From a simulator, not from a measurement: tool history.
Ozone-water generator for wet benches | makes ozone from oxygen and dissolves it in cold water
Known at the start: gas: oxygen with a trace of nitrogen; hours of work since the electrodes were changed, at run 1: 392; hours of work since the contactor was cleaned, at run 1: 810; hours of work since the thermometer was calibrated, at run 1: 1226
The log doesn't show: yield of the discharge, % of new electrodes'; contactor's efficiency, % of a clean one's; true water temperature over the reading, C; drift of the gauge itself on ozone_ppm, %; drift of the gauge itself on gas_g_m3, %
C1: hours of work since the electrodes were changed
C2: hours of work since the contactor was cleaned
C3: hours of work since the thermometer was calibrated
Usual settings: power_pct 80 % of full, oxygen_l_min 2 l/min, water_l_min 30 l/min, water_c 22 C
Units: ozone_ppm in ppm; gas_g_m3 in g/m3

run 1 day=0 | power_pct=80 oxygen_l_min=2 water_l_min=30 water_c=22 | C1=392 C2=810 C3=1226 | ozone_ppm=7.5 gas_g_m3=174.8
run 2 day=1.258 | power_pct=80 oxygen_l_min=2 water_l_min=30 water_c=22 | C1=415 C2=834 C3=1250 | ozone_ppm=7.5 gas_g_m3=174.2
run 3 day=2.15 | power_pct=80 oxygen_l_min=2.55 water_l_min=30 water_c=22 | C1=432 C2=851 C3=1266 | ozone_ppm=7.6 gas_g_m3=148.9
run 4 day=3.429 | power_pct=80 oxygen_l_min=2.55 water_l_min=30 water_c=22 | C1=456 C2=875 C3=1291 | ozone_ppm=7.6 gas_g_m3=149.9
run 5 day=4.625 | power_pct=80 oxygen_l_min=2.55 water_l_min=30 water_c=22 | C1=479 C2=897 C3=1313 | ozone_ppm=7.5 gas_g_m3=148.8
run 6 day=6.025 | power_pct=80 oxygen_l_min=2.55 water_l_min=30 water_c=22 | C1=505 C2=924 C3=1339 | ozone_ppm=7.8 gas_g_m3=149.3
run 7 day=7.067 | power_pct=80 oxygen_l_min=2.32 water_l_min=30 water_c=22 | C1=525 C2=943 C3=1359 | ozone_ppm=7.6 gas_g_m3=158.2
run 8 day=8.55 | power_pct=80 oxygen_l_min=2.34 water_l_min=30 water_c=22 | C1=553 C2=971 C3=1387 | ozone_ppm=7.6 gas_g_m3=157
run 9 day=9.425 | power_pct=80 oxygen_l_min=2.34 water_l_min=30 water_c=22 | C1=569 C2=988 C3=1403 | ozone_ppm=7.4 gas_g_m3=155.9
run 10 day=11.004 | power_pct=80 oxygen_l_min=2.34 water_l_min=30 water_c=22 | C1=599 C2=1017 C3=1433 | ozone_ppm=7.4 gas_g_m3=156.4
run 11 day=12.608 | power_pct=80 oxygen_l_min=2.34 water_l_min=30 water_c=22 | C1=629 C2=1048 C3=1463 | ozone_ppm=7.7 gas_g_m3=157.5
run 12 day=13.638 | power_pct=80 oxygen_l_min=2.34 water_l_min=30 water_c=22 | C1=649 C2=1067 C3=1483 | ozone_ppm=7.4 gas_g_m3=158
-- day=13.954 contactor cleaned
run 13 day=15.667 | power_pct=80 oxygen_l_min=2.34 water_l_min=29 water_c=22 | C1=684 C2=32 C3=1518 | ozone_ppm=7.5 gas_g_m3=157.6
run 14 day=17.121 | power_pct=80 oxygen_l_min=2.34 water_l_min=29 water_c=22 | C1=711 C2=60 C3=1545 | ozone_ppm=7.7 gas_g_m3=158.7
run 15 day=18.154 | power_pct=80 oxygen_l_min=2 water_l_min=30 water_c=22 | C1=731 C2=79 C3=1565 | ozone_ppm=7.2 gas_g_m3=174.3
run 16 day=19.767 | power_pct=80 oxygen_l_min=2 water_l_min=30 water_c=22 | C1=761 C2=109 C3=1595 | ozone_ppm=7.3 gas_g_m3=172.4
run 17 day=20.858 | power_pct=80 oxygen_l_min=2 water_l_min=30 water_c=22 | C1=781 C2=130 C3=1616 | ozone_ppm=7.2 gas_g_m3=175
run 18 day=22.308 | power_pct=80 oxygen_l_min=2 water_l_min=30 water_c=22 | C1=809 C2=157 C3=1643 | ozone_ppm=7.2 gas_g_m3=172.7
run 19 day=24.225 | power_pct=80 oxygen_l_min=2 water_l_min=30 water_c=22 | C1=845 C2=193 C3=1679 | ozone_ppm=7.4 gas_g_m3=172.8
-- day=26.021 contactor cleaned, once more
run 20 day=26.483 | power_pct=41 oxygen_l_min=1.36 water_l_min=30 water_c=22 | C1=884 C2=9 C3=1718 | ozone_ppm=4 gas_g_m3=130.2
run 21 day=28.238 | power_pct=41 oxygen_l_min=1.36 water_l_min=30 water_c=22 | C1=917 C2=42 C3=1752 | ozone_ppm=3.8 gas_g_m3=129.2
run 22 day=29.788 | power_pct=55 oxygen_l_min=1.36 water_l_min=25 water_c=22 | C1=947 C2=71 C3=1781 | ozone_ppm=6.1 gas_g_m3=165.1
run 23 day=31.171 | power_pct=55 oxygen_l_min=1.36 water_l_min=27 water_c=20 | C1=973 C2=97 C3=1807 | ozone_ppm=5.7 gas_g_m3=164.6
run 24 day=32.158 | power_pct=78 oxygen_l_min=1.14 water_l_min=42 water_c=16 | C1=991 C2=116 C3=1825 | ozone_ppm=4.5 gas_g_m3=245.1
run 25 day=34.088 | power_pct=78 oxygen_l_min=1.14 water_l_min=42 water_c=16 | C1=1027 C2=152 C3=1862 | ozone_ppm=4.6 gas_g_m3=247.8
run 26 day=35.412 | power_pct=80 oxygen_l_min=1.8 water_l_min=30 water_c=16 | C1=1052 C2=177 C3=1887 | ozone_ppm=7.6 gas_g_m3=185.1
run 27 day=36.508 | power_pct=80 oxygen_l_min=1.8 water_l_min=30 water_c=16 | C1=1073 C2=198 C3=1907 | ozone_ppm=7.4 gas_g_m3=184.3
run 28 day=37.938 | power_pct=80 oxygen_l_min=1.58 water_l_min=30 water_c=22 | C1=1100 C2=224 C3=1934 | ozone_ppm=7 gas_g_m3=201.4
run 29 day=38.95 | power_pct=80 oxygen_l_min=1.58 water_l_min=30 water_c=22 | C1=1119 C2=244 C3=1953 | ozone_ppm=7.1 gas_g_m3=200.4
run 30 day=40.1 | power_pct=50 oxygen_l_min=2.38 water_l_min=30 water_c=29 | C1=1141 C2=265 C3=1975 | ozone_ppm=4.8 gas_g_m3=102.2
run 31 day=41.929 | power_pct=50 oxygen_l_min=2.38 water_l_min=30 water_c=29 | C1=1175 C2=300 C3=2009 | ozone_ppm=4.9 gas_g_m3=104.3
run 32 day=43.417 | power_pct=50 oxygen_l_min=2.38 water_l_min=30 water_c=29 | C1=1203 C2=328 C3=2037 | ozone_ppm=4.8 gas_g_m3=102.8
run 33 day=44.788 | power_pct=50 oxygen_l_min=2.38 water_l_min=30 water_c=29 | C1=1229 C2=353 C3=2063 | ozone_ppm=4.9 gas_g_m3=103.3
run 34 day=45.879 | power_pct=50 oxygen_l_min=2.38 water_l_min=30 water_c=29 | C1=1250 C2=374 C3=2084 | ozone_ppm=4.9 gas_g_m3=103.5

Hidden state at the last listed run before each entry between runs and at the first one after, where it differs:
Between runs 12 and 13: contactor cleaned (day 13.954)
  yield of the discharge, % of new electrodes': 98.3 -> 98.2; contactor's efficiency, % of a clean one's: 97.3 -> 95.8
  measured less the result without the state, ozone_ppm: -0.2 -> -0.3 ppm; gas_g_m3: -3.1 -> -3.3 g/m3
Between runs 19 and 20: contactor cleaned, once more (day 26.021)
  yield of the discharge, % of new electrodes': 97.6 -> 97.5; contactor's efficiency, % of a clean one's: 95.5 -> 99.9
  measured less the result without the state, ozone_ppm: -0.3 -> -0.1 ppm; gas_g_m3: -4.7 -> -1.9 g/m3

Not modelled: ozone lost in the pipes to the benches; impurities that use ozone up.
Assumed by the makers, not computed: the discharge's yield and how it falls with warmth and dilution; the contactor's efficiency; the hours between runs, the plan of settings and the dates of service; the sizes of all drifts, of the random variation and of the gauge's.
